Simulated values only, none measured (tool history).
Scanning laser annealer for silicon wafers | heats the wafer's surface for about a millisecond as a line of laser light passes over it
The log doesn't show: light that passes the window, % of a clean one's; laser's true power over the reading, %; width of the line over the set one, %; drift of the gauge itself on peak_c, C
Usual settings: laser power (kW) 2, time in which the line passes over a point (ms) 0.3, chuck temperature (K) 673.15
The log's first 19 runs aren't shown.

| run | hour | laser power (kW) | time in which the line passes over a point (ms) | chuck temperature (K) | hours of work since the window was cleaned | hours of work since the power meter was calibrated | hours of work since the optics were aligned | highest temperature of the surface (K) |
|---|---|---|---|---|---|---|---|---|
| 20 | 304.7 | 2 | 0.353 | 673.15 | 142 | 525 | 342 | 1532.15 |
| 21 | 326.3 | 2.053 | 0.238 | 675.15 | 153 | 536 | 353 | 1393.15 |
| 22 | 343.9 | 1.947 | 0.225 | 665.15 | 162 | 545 | 362 | 1315.15 |
| 23 | 362.4 | 1.712 | 0.354 | 665.15 | 171 | 554 | 372 | 1369.15 |
| 24 | 376 | 1.712 | 0.354 | 665.15 | 178 | 561 | 378 | 1366.15 |
| 25 | 395.4 | 2 | 0.258 | 671.15 | 188 | 571 | 388 | 1396.15 |
| 26 | 408.2 | 1.784 | 0.344 | 682.15 | 194 | 577 | 395 | 1406.15 |
| 27 | 424.6 | 1.784 | 0.344 | 682.15 | 203 | 586 | 403 | 1410.15 |
| 28 | 441.8 | 1.793 | 0.212 | 713.15 | 211 | 595 | 412 | 1272.15 |
| 29 | 464.9 | 1.793 | 0.212 | 713.15 | 223 | 606 | 424 | 1273.15 |
| 30 | 486.5 | 1.793 | 0.212 | 713.15 | 234 | 617 | 435 | 1275.15 |
| 31 | 500.2 | 2 | 0.263 | 649.15 | 241 | 624 | 442 | 1372.15 |
| 32 | 522.3 | 2 | 0.241 | 705.15 | 252 | 636 | 453 | 1394.15 |
| 33 | 532.4 | 1.899 | 0.252 | 633.15 | 258 | 641 | 458 | 1291.15 |
| 34 | 546 | 1.899 | 0.281 | 683.15 | 264 | 648 | 465 | 1380.15 |
| 35 | 560.9 | 2 | 0.3 | 676.15 | 272 | 655 | 473 | 1454.15 |
| 36 | 581.9 | 1.907 | 0.378 | 648.15 | 283 | 666 | 483 | 1474.15 |
| 37 | 603.4 | 1.907 | 0.378 | 648.15 | 294 | 677 | 494 | 1469.15 |
| 38 | 618.4 | 1.746 | 0.224 | 693.15 | 301 | 684 | 502 | 1246.15 |
| 39 | 628.1 | 1.746 | 0.304 | 708.15 | 306 | 689 | 507 | 1359.15 |
|  | 632.2 | window over the wafer cleaned |
| 40 | 649.6 | 1.895 | 0.223 | 650.15 | 9 | 699 | 517 | 1283.15 |

Forecast each of these 3 alternatives for the next run:
| A | 672.9 | 2.156 | 0.298 | 650.15 | 21 | 711 | 528 | ? |
| B | 672.9 | 1.824 | 0.285 | 650.15 | 21 | 711 | 528 | ? |
| C | 672.9 | 1.895 | 0.223 | 646.15 | 21 | 711 | 528 | ? |

| run | highest temperature of the surface (K) |
|---|---|
| A | 1523.15 |
| B | 1341.15 |
| C | 1276.15 |
Without the tool's hidden state the same runs would have given:
| run | highest temperature of the surface (K) |
|---|---|
| A | 1538.15 |
| B | 1352.15 |
| C | 1287.15 |
